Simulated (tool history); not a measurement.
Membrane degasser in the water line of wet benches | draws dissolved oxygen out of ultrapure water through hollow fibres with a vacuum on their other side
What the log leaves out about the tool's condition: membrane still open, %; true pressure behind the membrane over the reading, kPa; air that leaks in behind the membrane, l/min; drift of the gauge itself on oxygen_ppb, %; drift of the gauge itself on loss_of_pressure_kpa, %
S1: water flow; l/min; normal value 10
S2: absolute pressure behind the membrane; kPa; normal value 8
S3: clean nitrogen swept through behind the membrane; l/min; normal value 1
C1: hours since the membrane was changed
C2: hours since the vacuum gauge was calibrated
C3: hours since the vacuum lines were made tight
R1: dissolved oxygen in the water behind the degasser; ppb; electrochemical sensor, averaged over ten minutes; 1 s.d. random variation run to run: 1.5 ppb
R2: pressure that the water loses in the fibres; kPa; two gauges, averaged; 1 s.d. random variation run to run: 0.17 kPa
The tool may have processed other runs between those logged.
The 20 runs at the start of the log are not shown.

{"run": 21, "day": 74.4, "S1": 14, "S2": 13.1, "S3": 1.16, "C1": 4127, "C2": 7109, "C3": 2644, "R1": 373.7, "R2": 40.85}
{"run": 22, "day": 78.042, "S1": 11, "S2": 9.66, "S3": 1.9, "C1": 4214, "C2": 7196, "C3": 2732, "R1": 156.4, "R2": 31.95}
{"day": 81.571, "done": "vacuum gauge calibrated"}
{"run": 23, "day": 81.688, "S1": 8, "S2": 6.54, "S3": 1.86, "C1": 4301, "C2": 3, "C3": 2819, "R1": 65.8, "R2": 23.29}
{"run": 24, "day": 86.267, "S1": 10, "S2": 6.54, "S3": 0.62, "C1": 4411, "C2": 113, "C3": 2928, "R1": 169.1, "R2": 29.26}
{"run": 25, "day": 89.983, "S1": 10, "S2": 6.54, "S3": 0.62, "C1": 4500, "C2": 202, "C3": 3018, "R1": 174.9, "R2": 29.04}
{"run": 26, "day": 92.396, "S1": 13, "S2": 8, "S3": 1, "C1": 4558, "C2": 260, "C3": 3076, "R1": 220.3, "R2": 37.87}
{"run": 27, "day": 96.012, "S1": 15, "S2": 6.77, "S3": 1, "C1": 4645, "C2": 347, "C3": 3162, "R1": 218.9, "R2": 43.78}
{"run": 28, "day": 98.879, "S1": 10, "S2": 4.8, "S3": 2.22, "C1": 4714, "C2": 415, "C3": 3231, "R1": 67.3, "R2": 29.36}
{"run": 29, "day": 102.675, "S1": 10, "S2": 4.8, "S3": 2.22, "C1": 4805, "C2": 506, "C3": 3322, "R1": 66.7, "R2": 29.53}
{"run": 30, "day": 107.029, "S1": 10, "S2": 4.8, "S3": 2.22, "C1": 4909, "C2": 611, "C3": 3427, "R1": 65.9, "R2": 29.13}
{"run": 31, "day": 110.362, "S1": 10, "S2": 4.8, "S3": 2.22, "C1": 4989, "C2": 691, "C3": 3507, "R1": 67.7, "R2": 29.2}

Below are 3 alternative next runs, each starting from the tool's condition after run 31. Predict each:
{"run": "A", "day": 115.217, "S1": 6, "S2": 16.9, "S3": 0.61, "C1": 5106, "C2": 807, "C3": 3623, "R1": "?", "R2": "?"}
{"run": "B", "day": 115.217, "S1": 11, "S2": 17.09, "S3": 1, "C1": 5106, "C2": 807, "C3": 3623, "R1": "?", "R2": "?"}
{"run": "C", "day": 115.217, "S1": 10, "S2": 8, "S3": 1.36, "C1": 5106, "C2": 807, "C3": 3623, "R1": "?", "R2": "?"}

run=A R1=346.1 R2=17.66
run=B R1=401.9 R2=32.61
run=C R1=131 R2=29.33
What these runs would have given with no unlogged condition in the tool:
run=A R1=326.7 R2=16.87
run=B R1=381.6 R2=31.17
run=C R1=117.7 R2=28.03
